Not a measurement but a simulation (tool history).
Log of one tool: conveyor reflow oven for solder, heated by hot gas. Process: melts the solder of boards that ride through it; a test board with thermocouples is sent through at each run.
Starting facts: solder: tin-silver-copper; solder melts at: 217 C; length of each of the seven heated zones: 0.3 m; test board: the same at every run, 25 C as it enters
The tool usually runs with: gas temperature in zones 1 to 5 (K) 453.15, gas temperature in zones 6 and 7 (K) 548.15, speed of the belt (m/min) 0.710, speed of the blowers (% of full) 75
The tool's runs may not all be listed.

run,hour,gas temperature in zones 1 to 5 (K),gas temperature in zones 6 and 7 (K),speed of the belt (m/min),speed of the blowers (% of full),highest temperature of the board (K),time above the solder's melting point (s)
1,0.0,453.15,548.15,0.710,75,531.35,42.4
2,20.4,453.15,548.15,0.710,75,532.85,42.2
3,32.2,453.15,548.15,0.710,75,531.25,42.1
4,44.9,453.15,548.15,0.710,75,532.05,42.1
5,59.5,453.15,548.15,0.710,75,531.05,41.8
6,70.4,453.15,548.15,0.710,75,530.85,42.2
7,86.5,453.15,548.15,0.682,75,532.35,44.1
8,109.9,453.15,548.15,0.682,75,533.05,44.8
9,123.9,453.15,548.15,0.682,75,532.25,44.6
10,145.4,453.15,548.15,0.682,75,531.55,44.4
11,155.5,453.15,548.15,0.710,75,530.85,42.2
12,165.2,453.15,548.15,0.710,75,530.55,41.9
13,176.7,453.15,548.15,0.710,75,530.45,41.6
14,196.0,467.15,560.15,0.704,89,544.75,50.7
15,216.7,467.15,560.15,0.704,89,544.35,50.6
16,236.6,467.15,560.15,0.704,89,545.15,50.7
17,252.0,467.15,560.15,0.704,89,545.75,50.9
18,263.4,467.15,560.15,0.704,89,544.85,51.1
# hour 273.6: flux residue cleaned out of gas plates and filters
19,287.4,453.15,553.15,0.716,75,536.25,43.5
20,299.2,453.15,548.15,0.596,75,536.45,53.3
21,314.6,453.15,552.15,0.647,61,537.25,47.9
22,327.8,453.15,552.15,0.647,61,535.45,48.5
23,346.3,453.15,552.15,0.647,61,535.65,48.4
24,370.2,453.15,552.15,0.686,68,535.35,45.4
25,382.4,459.15,548.15,0.642,75,534.85,50.3
26,403.3,442.15,538.15,0.722,51,516.35,30.2

Below are 5 alternative next runs, each starting from the tool's condition after run 26. Predict each:
A,427.0,453.15,551.15,0.710,75,?,?
B,427.0,442.15,538.15,0.842,71,?,?
C,427.0,442.15,542.15,0.722,51,?,?
D,427.0,453.15,549.15,0.603,51,?,?
E,427.0,465.15,538.15,0.628,54,?,?

run,highest temperature of the board (K),time above the solder's melting point (s)
A,534.25,43.0
B,513.75,24.9
C,519.45,32.8
D,532.75,51.2
E,525.05,48.8
Stripped of hidden state, with their random variation kept, the same runs would have yielded:
run,highest temperature of the board (K),time above the solder's melting point (s)
A,537.75,44.0
B,517.15,26.8
C,522.75,34.6
D,536.05,52.3
E,528.35,50.1

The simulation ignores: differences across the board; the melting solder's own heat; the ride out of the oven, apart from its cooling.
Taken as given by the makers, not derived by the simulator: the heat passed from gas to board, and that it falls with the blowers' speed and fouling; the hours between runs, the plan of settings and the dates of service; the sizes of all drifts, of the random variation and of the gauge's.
